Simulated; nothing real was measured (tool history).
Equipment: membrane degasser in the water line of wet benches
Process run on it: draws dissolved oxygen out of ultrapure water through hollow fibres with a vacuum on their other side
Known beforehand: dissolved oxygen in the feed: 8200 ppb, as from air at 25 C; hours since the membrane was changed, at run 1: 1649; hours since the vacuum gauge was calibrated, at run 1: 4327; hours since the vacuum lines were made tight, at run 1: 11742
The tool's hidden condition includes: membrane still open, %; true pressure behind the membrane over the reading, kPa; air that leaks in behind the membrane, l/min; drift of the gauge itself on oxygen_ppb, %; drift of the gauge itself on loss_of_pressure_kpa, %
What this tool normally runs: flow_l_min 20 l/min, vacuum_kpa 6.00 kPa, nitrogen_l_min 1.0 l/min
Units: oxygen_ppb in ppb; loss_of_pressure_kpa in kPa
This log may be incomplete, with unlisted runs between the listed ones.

run	hour	flow_l_min	vacuum_kpa	nitrogen_l_min	hours since the membrane was changed	hours since the vacuum gauge was calibrated	hours since the vacuum lines were made tight	oxygen_ppb	loss_of_pressure_kpa
1	0.0	20	6.00	1.0	1649	4327	11742	406.4	44.62
2	54.5	20	8.33	1.0	1703	4382	11797	500.6	44.78
3	98.0	20	8.38	1.0	1747	4425	11840	498.3	44.70
4	139.4	20	8.38	1.0	1788	4467	11882	502.4	44.72
5	174.1	20	6.00	1.0	1823	4501	11916	408.0	44.67
6	243.5	20	6.00	1.0	1892	4571	11986	402.2	44.45
7	310.7	20	6.00	1.0	1960	4638	12053	407.4	44.55
8	370.7	20	6.00	1.0	2020	4698	12113	406.3	44.50
9	409.5	20	6.00	1.0	2058	4737	12152	405.3	44.43
10	470.6	20	6.00	1.0	2120	4798	12213	404.3	44.67
11	498.7	20	6.00	1.0	2148	4826	12241	407.9	44.67
12	544.3	20	6.00	1.0	2193	4871	12287	406.2	44.78
13	605.9	20	6.00	1.0	2255	4933	12348	405.4	44.69
14	641.2	20	6.00	1.0	2290	4968	12383	404.9	44.61
15	678.0	25	6.00	1.0	2327	5005	12420	550.8	55.84
16	747.1	20	6.00	1.0	2396	5074	12489	402.4	44.75
17	775.3	31	9.41	1.0	2424	5103	12518	893.9	69.36
18	840.7	20	9.82	1.0	2490	5168	12583	563.7	44.57
19	894.5	24	10.18	0.9	2543	5222	12637	737.7	53.61

What will run 20 give?
20	926.2	24	10.18	0.9	2575	5253	12669	?	?

Logged for run 20: oxygen_ppb 738.8 ppb, loss_of_pressure_kpa 53.47 kPa.
The same run, on a tool lacking any hidden state, would have yielded oxygen_ppb 738.6 ppb, loss_of_pressure_kpa 53.47 kPa.

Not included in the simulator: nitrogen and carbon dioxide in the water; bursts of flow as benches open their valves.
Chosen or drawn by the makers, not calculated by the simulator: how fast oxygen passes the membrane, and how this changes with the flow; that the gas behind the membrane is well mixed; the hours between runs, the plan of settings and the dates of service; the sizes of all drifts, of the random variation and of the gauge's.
